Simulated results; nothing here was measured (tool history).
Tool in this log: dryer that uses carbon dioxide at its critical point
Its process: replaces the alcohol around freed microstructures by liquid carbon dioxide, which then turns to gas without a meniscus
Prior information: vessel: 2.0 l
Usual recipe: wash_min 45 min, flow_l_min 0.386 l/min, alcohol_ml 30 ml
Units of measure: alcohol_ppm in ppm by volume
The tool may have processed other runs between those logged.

run 1 day=0.000 | wash_min=45 flow_l_min=0.386 alcohol_ml=30 | alcohol_ppm=34
run 2 day=1.633 | wash_min=45 flow_l_min=0.386 alcohol_ml=30 | alcohol_ppm=39
run 3 day=3.383 | wash_min=45 flow_l_min=0.386 alcohol_ml=30 | alcohol_ppm=48
run 4 day=5.146 | wash_min=45 flow_l_min=0.386 alcohol_ml=30 | alcohol_ppm=37
run 5 day=5.867 | wash_min=45 flow_l_min=0.386 alcohol_ml=30 | alcohol_ppm=39
run 6 day=6.671 | wash_min=45 flow_l_min=0.386 alcohol_ml=30 | alcohol_ppm=48
run 7 day=7.588 | wash_min=45 flow_l_min=0.386 alcohol_ml=30 | alcohol_ppm=49
run 8 day=9.300 | wash_min=47 flow_l_min=0.386 alcohol_ml=30 | alcohol_ppm=40
run 9 day=10.412 | wash_min=47 flow_l_min=0.386 alcohol_ml=30 | alcohol_ppm=46
run 10 day=11.867 | wash_min=47 flow_l_min=0.386 alcohol_ml=30 | alcohol_ppm=35
run 11 day=13.008 | wash_min=47 flow_l_min=0.386 alcohol_ml=30 | alcohol_ppm=44
run 12 day=14.079 | wash_min=47 flow_l_min=0.386 alcohol_ml=30 | alcohol_ppm=34
run 13 day=15.154 | wash_min=47 flow_l_min=0.386 alcohol_ml=30 | alcohol_ppm=45
run 14 day=16.888 | wash_min=45 flow_l_min=0.386 alcohol_ml=28 | alcohol_ppm=54
run 15 day=18.275 | wash_min=45 flow_l_min=0.386 alcohol_ml=28 | alcohol_ppm=50
run 16 day=19.975 | wash_min=45 flow_l_min=0.386 alcohol_ml=28 | alcohol_ppm=49
run 17 day=20.712 | wash_min=45 flow_l_min=0.514 alcohol_ml=41 | alcohol_ppm=43
run 18 day=21.729 | wash_min=45 flow_l_min=0.514 alcohol_ml=41 | alcohol_ppm=35
run 19 day=22.488 | wash_min=45 flow_l_min=0.514 alcohol_ml=64 | alcohol_ppm=42
run 20 day=23.838 | wash_min=49 flow_l_min=0.328 alcohol_ml=22 | alcohol_ppm=58
run 21 day=25.525 | wash_min=67 flow_l_min=0.394 alcohol_ml=30 | alcohol_ppm=45
run 22 day=26.321 | wash_min=67 flow_l_min=0.394 alcohol_ml=30 | alcohol_ppm=41
run 23 day=27.688 | wash_min=67 flow_l_min=0.394 alcohol_ml=30 | alcohol_ppm=42
run 24 day=28.808 | wash_min=67 flow_l_min=0.496 alcohol_ml=73 | alcohol_ppm=45

Some steps in alcohol_ppm, run to run, broken into two amounts with sign: the step expected even without the hidden condition (settings, incoming material, random variation), and the rest, left for the hidden condition together with whatever gauge scatter is not in both the measured and the hidden-condition-free result:
The hidden state here: flow that reaches the vessel past the clogged filter, %; alcohol in the recycled carbon dioxide, ppm; drift of the gauge itself on alcohol_ppm, %.
Run 13 -> 14: wash_min 47 -> 45, alcohol_ml 30 -> 28. alcohol_ppm +9 ppm by volume: hidden state +3, all else +6.
Run 19 -> 20: wash_min 45 -> 49, flow_l_min 0.514 -> 0.328, alcohol_ml 64 -> 22. alcohol_ppm +16 ppm by volume: hidden state +3, all else +13.
Run 20 -> 21: wash_min 49 -> 67, flow_l_min 0.328 -> 0.394, alcohol_ml 22 -> 30. alcohol_ppm -13 ppm by volume: hidden state -5, all else -8.
